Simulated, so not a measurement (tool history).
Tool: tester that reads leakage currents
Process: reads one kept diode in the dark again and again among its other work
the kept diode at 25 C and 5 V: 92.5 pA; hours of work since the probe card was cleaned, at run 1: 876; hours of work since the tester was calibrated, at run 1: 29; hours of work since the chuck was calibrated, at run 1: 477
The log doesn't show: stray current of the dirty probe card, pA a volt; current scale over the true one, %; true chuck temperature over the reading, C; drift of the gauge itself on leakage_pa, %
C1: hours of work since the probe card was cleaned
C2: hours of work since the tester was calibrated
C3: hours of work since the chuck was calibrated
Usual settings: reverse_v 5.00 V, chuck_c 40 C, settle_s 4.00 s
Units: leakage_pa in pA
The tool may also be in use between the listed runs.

run 1 hour=0.0 | reverse_v=5.00 chuck_c=40 settle_s=4.00 | C1=876 C2=29 C3=477 | leakage_pa=247.41
run 2 hour=37.8 | reverse_v=5.00 chuck_c=40 settle_s=4.00 | C1=905 C2=58 C3=506 | leakage_pa=247.17
-- hour=86.2 chuck's temperature calibrated
run 3 hour=87.8 | reverse_v=5.00 chuck_c=40 settle_s=4.00 | C1=941 C2=95 C3=1 | leakage_pa=268.71
run 4 hour=127.1 | reverse_v=5.00 chuck_c=40 settle_s=4.00 | C1=971 C2=125 C3=31 | leakage_pa=267.72
run 5 hour=172.1 | reverse_v=5.00 chuck_c=51 settle_s=4.00 | C1=1006 C2=159 C3=66 | leakage_pa=532.48
run 6 hour=191.6 | reverse_v=5.00 chuck_c=51 settle_s=4.00 | C1=1021 C2=174 C3=81 | leakage_pa=533.58
run 7 hour=230.8 | reverse_v=5.00 chuck_c=25 settle_s=4.00 | C1=1050 C2=204 C3=110 | leakage_pa=96.46
run 8 hour=276.3 | reverse_v=5.00 chuck_c=40 settle_s=4.00 | C1=1085 C2=239 C3=145 | leakage_pa=264.28
run 9 hour=306.8 | reverse_v=5.00 chuck_c=40 settle_s=4.00 | C1=1109 C2=262 C3=169 | leakage_pa=262.47
run 10 hour=350.8 | reverse_v=5.00 chuck_c=40 settle_s=4.00 | C1=1142 C2=296 C3=202 | leakage_pa=262.35
run 11 hour=386.5 | reverse_v=2.20 chuck_c=40 settle_s=4.00 | C1=1169 C2=323 C3=229 | leakage_pa=180.46
run 12 hour=432.7 | reverse_v=2.20 chuck_c=40 settle_s=4.00 | C1=1205 C2=358 C3=265 | leakage_pa=179.14
-- hour=439.4 probe card cleaned and baked
run 13 hour=475.4 | reverse_v=2.20 chuck_c=40 settle_s=4.00 | C1=28 C2=389 C3=295 | leakage_pa=181.23
run 14 hour=497.1 | reverse_v=4.24 chuck_c=23 settle_s=4.00 | C1=44 C2=405 C3=312 | leakage_pa=78.71
-- hour=517.4 probe card cleaned and baked, once more
run 15 hour=538.0 | reverse_v=17.13 chuck_c=40 settle_s=0.63 | C1=16 C2=434 C3=341 | leakage_pa=435.37
run 16 hour=578.6 | reverse_v=17.13 chuck_c=40 settle_s=0.63 | C1=47 C2=465 C3=372 | leakage_pa=434.58
run 17 hour=607.2 | reverse_v=8.85 chuck_c=21 settle_s=8.62 | C1=69 C2=487 C3=393 | leakage_pa=84.32
run 18 hour=656.0 | reverse_v=8.85 chuck_c=21 settle_s=8.62 | C1=106 C2=524 C3=431 | leakage_pa=84.33
run 19 hour=696.6 | reverse_v=12.50 chuck_c=40 settle_s=1.47 | C1=137 C2=555 C3=462 | leakage_pa=372.17
run 20 hour=743.3 | reverse_v=5.00 chuck_c=47 settle_s=2.09 | C1=173 C2=591 C3=497 | leakage_pa=388.96
run 21 hour=770.9 | reverse_v=5.00 chuck_c=40 settle_s=0.51 | C1=194 C2=612 C3=518 | leakage_pa=246.15
run 22 hour=795.6 | reverse_v=5.00 chuck_c=40 settle_s=0.51 | C1=212 C2=631 C3=537 | leakage_pa=246.91
-- hour=802.0 chuck's temperature calibrated
run 23 hour=838.2 | reverse_v=5.00 chuck_c=40 settle_s=0.66 | C1=244 C2=662 C3=28 | leakage_pa=262.95
run 24 hour=879.7 | reverse_v=6.28 chuck_c=24 settle_s=7.08 | C1=275 C2=694 C3=59 | leakage_pa=95.22

Forecast each of these 5 alternatives for the next run:
run A hour=926.9 | reverse_v=9.62 chuck_c=29 settle_s=0.51 | C1=311 C2=730 C3=95 | leakage_pa=?
run B hour=926.9 | reverse_v=7.10 chuck_c=38 settle_s=4.97 | C1=311 C2=730 C3=95 | leakage_pa=?
run C hour=926.9 | reverse_v=6.17 chuck_c=40 settle_s=0.35 | C1=311 C2=730 C3=95 | leakage_pa=?
run D hour=926.9 | reverse_v=3.53 chuck_c=44 settle_s=4.00 | C1=311 C2=730 C3=95 | leakage_pa=?
run E hour=926.9 | reverse_v=1.93 chuck_c=55 settle_s=5.62 | C1=311 C2=730 C3=95 | leakage_pa=?

run=A leakage_pa=166.34
run=B leakage_pa=265.73
run=C leakage_pa=286.14
run=D leakage_pa=289.85
run=E leakage_pa=442.13
Without the tool's hidden state the same runs would have given:
run=A leakage_pa=166.47
run=B leakage_pa=268.21
run=C leakage_pa=289.18
run=D leakage_pa=293.65
run=E leakage_pa=448.57

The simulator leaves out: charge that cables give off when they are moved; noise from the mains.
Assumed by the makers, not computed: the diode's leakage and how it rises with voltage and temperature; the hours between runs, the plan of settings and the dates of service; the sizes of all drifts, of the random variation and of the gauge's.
